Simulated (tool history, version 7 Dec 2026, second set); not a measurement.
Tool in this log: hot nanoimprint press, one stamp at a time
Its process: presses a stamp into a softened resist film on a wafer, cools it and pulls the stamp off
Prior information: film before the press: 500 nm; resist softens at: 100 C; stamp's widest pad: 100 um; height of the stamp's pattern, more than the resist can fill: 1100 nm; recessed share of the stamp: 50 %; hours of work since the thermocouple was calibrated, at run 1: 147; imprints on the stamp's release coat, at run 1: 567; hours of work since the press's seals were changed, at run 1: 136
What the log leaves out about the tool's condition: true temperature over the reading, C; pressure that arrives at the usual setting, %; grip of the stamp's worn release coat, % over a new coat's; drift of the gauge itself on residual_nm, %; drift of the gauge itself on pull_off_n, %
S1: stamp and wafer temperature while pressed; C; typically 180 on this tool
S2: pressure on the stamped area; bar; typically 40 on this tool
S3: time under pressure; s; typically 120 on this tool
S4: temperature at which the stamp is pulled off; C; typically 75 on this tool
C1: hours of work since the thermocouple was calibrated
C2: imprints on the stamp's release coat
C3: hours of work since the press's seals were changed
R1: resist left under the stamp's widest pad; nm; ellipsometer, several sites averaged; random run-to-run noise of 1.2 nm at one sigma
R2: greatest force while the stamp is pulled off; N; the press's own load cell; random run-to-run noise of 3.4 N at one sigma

{"run": 1, "hour": 0.0, "S1": 180, "S2": 40, "S3": 120, "S4": 75, "C1": 147, "C2": 567, "C3": 136, "R1": 239.7, "R2": 177}
{"run": 2, "hour": 18.4, "S1": 180, "S2": 40, "S3": 120, "S4": 75, "C1": 156, "C2": 596, "C3": 145, "R1": 240.6, "R2": 178}
{"run": 3, "hour": 27.9, "S1": 180, "S2": 40, "S3": 120, "S4": 75, "C1": 160, "C2": 610, "C3": 150, "R1": 239.4, "R2": 181}
{"run": 4, "hour": 36.7, "S1": 180, "S2": 40, "S3": 120, "S4": 75, "C1": 164, "C2": 623, "C3": 154, "R1": 238.7, "R2": 189}
{"run": 5, "hour": 51.8, "S1": 180, "S2": 40, "S3": 120, "S4": 75, "C1": 172, "C2": 647, "C3": 161, "R1": 237.7, "R2": 185}
{"run": 6, "hour": 71.4, "S1": 175, "S2": 40, "S3": 120, "S4": 75, "C1": 181, "C2": 676, "C3": 171, "R1": 289.0, "R2": 193}
{"run": 7, "hour": 84.3, "S1": 175, "S2": 40, "S3": 120, "S4": 76, "C1": 187, "C2": 696, "C3": 177, "R1": 291.8, "R2": 187}
{"run": 8, "hour": 97.2, "S1": 180, "S2": 40, "S3": 120, "S4": 75, "C1": 194, "C2": 716, "C3": 183, "R1": 237.0, "R2": 193}
{"run": 9, "hour": 106.4, "S1": 180, "S2": 40, "S3": 120, "S4": 75, "C1": 198, "C2": 730, "C3": 187, "R1": 238.0, "R2": 188}
{"run": 10, "hour": 123.5, "S1": 180, "S2": 40, "S3": 120, "S4": 63, "C1": 206, "C2": 756, "C3": 196, "R1": 237.6, "R2": 235}
{"run": 11, "hour": 134.2, "S1": 180, "S2": 40, "S3": 120, "S4": 63, "C1": 211, "C2": 772, "C3": 201, "R1": 237.7, "R2": 231}
{"run": 12, "hour": 150.1, "S1": 180, "S2": 40, "S3": 120, "S4": 63, "C1": 219, "C2": 797, "C3": 209, "R1": 236.7, "R2": 231}
{"run": 13, "hour": 159.9, "S1": 180, "S2": 40, "S3": 120, "S4": 63, "C1": 224, "C2": 812, "C3": 213, "R1": 239.1, "R2": 240}

Run 14 comes next. What will it give?
{"run": 14, "hour": 176.3, "S1": 180, "S2": 40, "S3": 120, "S4": 63, "C1": 232, "C2": 837, "C3": 221, "R1": "?", "R2": "?"}

Run 14 produced R1 236.4 nm, R2 234 N.
The same run, on a tool lacking any hidden state, would have yielded R1 239.9 nm, R2 194 N.
